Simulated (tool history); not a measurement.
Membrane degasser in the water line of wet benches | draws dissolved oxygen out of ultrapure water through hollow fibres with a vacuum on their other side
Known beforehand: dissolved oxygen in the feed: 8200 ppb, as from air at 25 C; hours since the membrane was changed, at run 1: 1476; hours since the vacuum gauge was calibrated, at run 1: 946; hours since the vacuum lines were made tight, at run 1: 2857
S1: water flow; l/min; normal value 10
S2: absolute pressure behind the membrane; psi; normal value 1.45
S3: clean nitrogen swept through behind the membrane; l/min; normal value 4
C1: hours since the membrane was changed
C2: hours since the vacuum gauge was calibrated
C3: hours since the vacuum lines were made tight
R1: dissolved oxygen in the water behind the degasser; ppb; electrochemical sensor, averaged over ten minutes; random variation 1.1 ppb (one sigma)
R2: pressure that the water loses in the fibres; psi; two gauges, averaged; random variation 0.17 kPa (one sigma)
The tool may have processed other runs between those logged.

{"run": 1, "hour": 0.0, "S1": 10, "S2": 1.45, "S3": 4, "C1": 1476, "C2": 946, "C3": 2857, "R1": 99.8, "R2": 4.245}
{"run": 2, "hour": 34.6, "S1": 16, "S2": 1.45, "S3": 4, "C1": 1510, "C2": 981, "C3": 2892, "R1": 335, "R2": 6.77}
{"run": 3, "hour": 64.2, "S1": 16, "S2": 1.45, "S3": 4, "C1": 1540, "C2": 1011, "C3": 2921, "R1": 342.5, "R2": 6.765}
{"run": 4, "hour": 112.5, "S1": 16, "S2": 2.97, "S3": 4, "C1": 1588, "C2": 1059, "C3": 2970, "R1": 431, "R2": 6.795}
{"run": 5, "hour": 172.8, "S1": 16, "S2": 2.97, "S3": 4, "C1": 1648, "C2": 1119, "C3": 3030, "R1": 425.7, "R2": 6.77}
{"run": 6, "hour": 216.3, "S1": 7, "S2": 2.97, "S3": 4, "C1": 1692, "C2": 1163, "C3": 3074, "R1": 89.4, "R2": 2.915}
{"run": 7, "hour": 248.2, "S1": 7, "S2": 2.97, "S3": 4, "C1": 1724, "C2": 1195, "C3": 3105, "R1": 88.6, "R2": 3.017}
{"run": 8, "hour": 287.1, "S1": 10, "S2": 1.45, "S3": 4, "C1": 1763, "C2": 1233, "C3": 3144, "R1": 100.7, "R2": 4.218}
{"run": 9, "hour": 346.8, "S1": 8, "S2": 1.45, "S3": 3.02, "C1": 1822, "C2": 1293, "C3": 3204, "R1": 68, "R2": 3.35}
{"run": 10, "hour": 403.9, "S1": 8, "S2": 1.74, "S3": 3.02, "C1": 1879, "C2": 1350, "C3": 3261, "R1": 80.8, "R2": 3.326}
{"run": 11, "hour": 452.3, "S1": 8, "S2": 2.94, "S3": 3.94, "C1": 1928, "C2": 1399, "C3": 3310, "R1": 109.8, "R2": 3.346}
{"run": 12, "hour": 492.5, "S1": 10, "S2": 1.25, "S3": 6.52, "C1": 1968, "C2": 1439, "C3": 3350, "R1": 80, "R2": 4.163}
{"run": 13, "hour": 542.0, "S1": 7, "S2": 1.15, "S3": 3.6, "C1": 2018, "C2": 1488, "C3": 3399, "R1": 35.6, "R2": 2.938}
{"run": 14, "hour": 602.5, "S1": 15, "S2": 1.2, "S3": 3.98, "C1": 2078, "C2": 1549, "C3": 3460, "R1": 273.9, "R2": 6.253}
{"run": 15, "hour": 658.0, "S1": 8, "S2": 2.96, "S3": 4.38, "C1": 2134, "C2": 1604, "C3": 3515, "R1": 100.4, "R2": 3.323}

What if the next run were any one of these 4? Each begins from the tool's condition after run 15:
{"run": "A", "hour": 688.4, "S1": 8, "S2": 3.22, "S3": 2.53, "C1": 2164, "C2": 1635, "C3": 3546, "R1": "?", "R2": "?"}
{"run": "B", "hour": 688.4, "S1": 14, "S2": 1.15, "S3": 4, "C1": 2164, "C2": 1635, "C3": 3546, "R1": "?", "R2": "?"}
{"run": "C", "hour": 688.4, "S1": 8, "S2": 1.7, "S3": 4.38, "C1": 2164, "C2": 1635, "C3": 3546, "R1": "?", "R2": "?"}
{"run": "D", "hour": 688.4, "S1": 7, "S2": 2.96, "S3": 4.38, "C1": 2164, "C2": 1635, "C3": 3546, "R1": "?", "R2": "?"}

run=A R1=170 R2=3.323
run=B R1=228.1 R2=5.767
run=C R1=61.7 R2=3.297
run=D R1=81.7 R2=2.914
With no hidden state in the tool, these same runs would have given:
run=A R1=170 R2=3.41
run=B R1=228 R2=5.919
run=C R1=61.6 R2=3.384
run=D R1=81.7 R2=2.991
